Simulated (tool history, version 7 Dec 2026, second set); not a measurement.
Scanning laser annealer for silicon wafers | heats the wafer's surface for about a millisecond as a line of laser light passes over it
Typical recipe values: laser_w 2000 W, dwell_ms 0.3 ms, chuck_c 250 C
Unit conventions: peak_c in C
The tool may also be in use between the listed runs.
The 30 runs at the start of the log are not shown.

run   hour  laser_w  dwell_ms  chuck_c  hours of work since the window was cleaned  hours of work since the power meter was calibrated  hours of work since the optics were aligned  peak_c
 31  267.3     1951      0.26      284                                         716                                                 246                                          196     953
 32  274.1     1951     0.228      284                                         720                                                 250                                          200     913
 33    288     1854     0.228      284                                         729                                                 259                                          209     883
 34  295.9     1854     0.228      284                                         734                                                 263                                          214     881
 35  304.4     1804     0.214      254                                         739                                                 269                                          219     818
 36  317.8     1804     0.214      254                                         747                                                 277                                          227     815
 37  328.5     2000     0.238      245                                         754                                                 284                                          234     895
 38  337.6     2124     0.225      250                                         760                                                 289                                          240     917
 39    350     1854      0.21      273                                         767                                                 297                                          247     843
 40  364.2     1737     0.223      242                                         776                                                 306                                          256     795
 41  378.6     1860     0.223      242                                         785                                                 315                                          265     831

Consider 4 possible next runs. They are alternatives, not a sequence: every one starts from the tool as it was left by run 41. What does each give?
  A  389.2     2025       0.3      213                                         792                                                 321                                          272       ?
  B  389.2     1860     0.223      267                                         792                                                 321                                          272       ?
  C  389.2     1860     0.334      215                                         792                                                 321                                          272       ?
  D  389.2     1718     0.277      250                                         792                                                 321                                          272       ?

run  peak_c
  A     955
  B     856
  C     937
  D     862
The same runs, with their run-to-run variation unchanged, on a tool lacking any hidden condition would have given:
run  peak_c
  A     986
  B     881
  C     968
  D     888

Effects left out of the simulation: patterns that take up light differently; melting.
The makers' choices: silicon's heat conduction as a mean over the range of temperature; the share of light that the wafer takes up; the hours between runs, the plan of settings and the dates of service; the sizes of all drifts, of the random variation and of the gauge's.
